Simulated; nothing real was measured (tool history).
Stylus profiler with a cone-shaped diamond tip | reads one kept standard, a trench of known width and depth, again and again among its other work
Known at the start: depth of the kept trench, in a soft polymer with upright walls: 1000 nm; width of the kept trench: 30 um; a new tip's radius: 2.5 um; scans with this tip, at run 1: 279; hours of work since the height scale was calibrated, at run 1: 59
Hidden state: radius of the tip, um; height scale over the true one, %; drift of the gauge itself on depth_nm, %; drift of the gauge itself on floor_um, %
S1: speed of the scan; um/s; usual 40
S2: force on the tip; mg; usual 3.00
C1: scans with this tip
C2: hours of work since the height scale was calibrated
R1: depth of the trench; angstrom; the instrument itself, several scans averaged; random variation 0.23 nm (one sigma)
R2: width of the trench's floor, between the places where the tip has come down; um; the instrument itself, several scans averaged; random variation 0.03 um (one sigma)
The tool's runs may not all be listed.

run 1 hour=0.0 | S1=40 S2=3.00 | C1=279 C2=59 | R1=10182.5 R2=25.82
run 2 hour=21.7 | S1=40 S2=3.00 | C1=328 C2=69 | R1=10177.3 R2=25.86
run 3 hour=39.8 | S1=40 S2=3.02 | C1=368 C2=77 | R1=10181.7 R2=25.83
run 4 hour=76.5 | S1=40 S2=3.00 | C1=450 C2=95 | R1=10182.6 R2=25.82
run 5 hour=93.8 | S1=40 S2=3.00 | C1=489 C2=103 | R1=10181.1 R2=25.80
run 6 hour=129.6 | S1=146 S2=3.00 | C1=569 C2=120 | R1=10183.7 R2=25.30
run 7 hour=165.7 | S1=40 S2=1.40 | C1=650 C2=137 | R1=10117.6 R2=25.65
run 8 hour=195.2 | S1=40 S2=1.40 | C1=716 C2=151 | R1=10116.8 R2=25.59
run 9 hour=224.1 | S1=11 S2=1.68 | C1=781 C2=164 | R1=10126.1 R2=25.81
run 10 hour=252.8 | S1=12 S2=2.48 | C1=845 C2=178 | R1=10163.5 R2=25.83
run 11 hour=269.3 | S1=44 S2=7.62 | C1=882 C2=186 | R1=10339.4 R2=25.73
run 12 hour=299.9 | S1=44 S2=7.62 | C1=951 C2=200 | R1=10346.1 R2=25.70
run 13 hour=336.8 | S1=111 S2=3.75 | C1=1034 C2=218 | R1=10215.8 R2=25.44
run 14 hour=368.3 | S1=58 S2=2.34 | C1=1105 C2=232 | R1=10161.3 R2=25.50
run 15 hour=386.5 | S1=10 S2=1.41 | C1=1145 C2=241 | R1=10116.8 R2=25.69

Forecast run 16:
run 16 hour=405.3 | S1=36 S2=1.41 | C1=1188 C2=250 | R1=? R2=?

Run 16 gave R1 10112.8 angstrom, R2 25.55 um.
Without the tool's hidden state the same run would have given R1 10101.5 angstrom, R2 25.80 um.

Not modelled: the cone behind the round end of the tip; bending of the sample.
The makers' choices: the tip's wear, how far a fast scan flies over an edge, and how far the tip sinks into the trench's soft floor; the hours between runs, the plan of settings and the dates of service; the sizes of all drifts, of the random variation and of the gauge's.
